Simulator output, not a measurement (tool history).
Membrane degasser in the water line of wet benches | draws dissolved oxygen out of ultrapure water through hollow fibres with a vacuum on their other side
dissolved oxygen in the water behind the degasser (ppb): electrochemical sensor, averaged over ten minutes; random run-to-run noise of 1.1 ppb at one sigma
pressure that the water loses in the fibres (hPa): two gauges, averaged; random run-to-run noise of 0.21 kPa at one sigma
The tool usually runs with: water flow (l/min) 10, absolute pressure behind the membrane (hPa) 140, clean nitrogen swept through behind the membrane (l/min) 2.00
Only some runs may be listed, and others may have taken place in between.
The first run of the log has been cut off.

| run | day | water flow (l/min) | absolute pressure behind the membrane (hPa) | clean nitrogen swept through behind the membrane (l/min) | hours since the membrane was changed | hours since the vacuum gauge was calibrated | hours since the vacuum lines were made tight | dissolved oxygen in the water behind the degasser (ppb) | pressure that the water loses in the fibres (hPa) |
|---|---|---|---|---|---|---|---|---|---|
| 2 | 2.467 | 10 | 140 | 2.00 | 2898 | 4322 | 4322 | 141.6 | 471.0 |
| 3 | 4.029 | 10 | 140 | 3.61 | 2936 | 4360 | 4360 | 84.6 | 470.8 |
| 4 | 6.388 | 10 | 140 | 1.47 | 2992 | 4416 | 4416 | 186.4 | 470.7 |
| 5 | 9.550 | 10 | 140 | 2.00 | 3068 | 4492 | 4492 | 142.6 | 471.1 |
| 6 | 10.958 | 10 | 140 | 1.69 | 3102 | 4526 | 4526 | 164.6 | 472.2 |
| 7 | 13.054 | 10 | 140 | 1.69 | 3152 | 4577 | 4577 | 164.5 | 474.0 |
| 8 | 16.117 | 10 | 94 | 1.69 | 3226 | 4650 | 4650 | 102.0 | 472.3 |
| 9 | 18.975 | 10 | 94 | 1.69 | 3295 | 4719 | 4719 | 101.2 | 472.9 |
| 10 | 21.154 | 16 | 140 | 2.00 | 3347 | 4771 | 4771 | 302.8 | 759.1 |
| 11 | 24.242 | 16 | 140 | 2.00 | 3421 | 4845 | 4845 | 305.4 | 762.8 |
| 12 | 25.621 | 16 | 140 | 2.00 | 3454 | 4878 | 4878 | 303.6 | 755.6 |
| 13 | 27.750 | 16 | 140 | 2.00 | 3505 | 4929 | 4929 | 299.3 | 758.6 |
| 14 | 30.262 | 7 | 140 | 2.00 | 3565 | 4989 | 4989 | 93.6 | 329.1 |
| 15 | 33.250 | 7 | 140 | 2.00 | 3637 | 5061 | 5061 | 93.7 | 331.8 |
| 16 | 35.092 | 7 | 140 | 2.00 | 3681 | 5105 | 5105 | 94.7 | 330.8 |
| 17 | 36.488 | 7 | 94 | 2.00 | 3715 | 5139 | 5139 | 55.0 | 333.9 |

What will run 18 give?
| 18 | 38.562 | 12 | 182 | 2.00 | 3765 | 5189 | 5189 | ? | ? |

Run 18 gave dissolved oxygen in the water behind the degasser (ppb) 247.2, pressure that the water loses in the fibres (hPa) 571.9.
Had the tool carried no hidden state, the very same run would have given dissolved oxygen in the water behind the degasser (ppb) 247.0, pressure that the water loses in the fibres (hPa) 563.9.

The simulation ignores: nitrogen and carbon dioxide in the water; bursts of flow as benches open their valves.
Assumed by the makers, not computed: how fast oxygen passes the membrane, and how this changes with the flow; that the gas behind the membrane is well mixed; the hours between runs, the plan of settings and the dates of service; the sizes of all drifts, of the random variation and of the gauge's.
